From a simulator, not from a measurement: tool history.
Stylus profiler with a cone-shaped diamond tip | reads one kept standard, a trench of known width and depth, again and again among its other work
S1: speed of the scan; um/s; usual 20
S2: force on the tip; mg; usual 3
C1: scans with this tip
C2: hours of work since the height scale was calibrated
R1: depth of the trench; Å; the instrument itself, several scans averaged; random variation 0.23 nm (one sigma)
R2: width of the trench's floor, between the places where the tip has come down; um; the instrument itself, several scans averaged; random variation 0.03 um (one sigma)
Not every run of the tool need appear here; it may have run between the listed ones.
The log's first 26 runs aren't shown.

{"run": 27, "hour": 296.6, "S1": 12, "S2": 1.03, "C1": 3678, "C2": 16, "R1": 10061.8, "R2": 16.05}
{"run": 28, "hour": 311.5, "S1": 34, "S2": 4.32, "C1": 3750, "C2": 27, "R1": 10161, "R2": 16.05}
{"run": 29, "hour": 318.5, "S1": 34, "S2": 4.32, "C1": 3784, "C2": 31, "R1": 10161.1, "R2": 16.01}
{"run": 30, "hour": 329.1, "S1": 34, "S2": 4.32, "C1": 3836, "C2": 39, "R1": 10155.2, "R2": 16.04}
{"run": 31, "hour": 343.8, "S1": 34, "S2": 4.32, "C1": 3908, "C2": 49, "R1": 10163.6, "R2": 15.99}
{"run": 32, "hour": 353.6, "S1": 7, "S2": 2.14, "C1": 3956, "C2": 56, "R1": 10106.4, "R2": 16.08}
{"run": 33, "hour": 362.4, "S1": 19, "S2": 4.52, "C1": 3999, "C2": 62, "R1": 10169.2, "R2": 16.06}
{"run": 34, "hour": 374.9, "S1": 14, "S2": 4.52, "C1": 4060, "C2": 71, "R1": 10164.8, "R2": 16.04}
{"run": 35, "hour": 387.5, "S1": 14, "S2": 4.52, "C1": 4122, "C2": 80, "R1": 10168.2, "R2": 16.05}

Predict each of these 3 candidate next runs independently; none follows another, all start after run 35:
{"run": "A", "hour": 399.6, "S1": 20, "S2": 4.45, "C1": 4181, "C2": 88, "R1": "?", "R2": "?"}
{"run": "B", "hour": 399.6, "S1": 27, "S2": 1.02, "C1": 4181, "C2": 88, "R1": "?", "R2": "?"}
{"run": "C", "hour": 399.6, "S1": 14, "S2": 1.49, "C1": 4181, "C2": 88, "R1": "?", "R2": "?"}

run=A R1=10167.1 R2=15.99
run=B R1=10069.1 R2=15.97
run=C R1=10084.2 R2=15.98
Take away the tool's hidden state, keep each run's random variation, and the runs would have read:
run=A R1=10159.1 R2=16.47
run=B R1=10061.2 R2=16.45
run=C R1=10076.2 R2=16.47
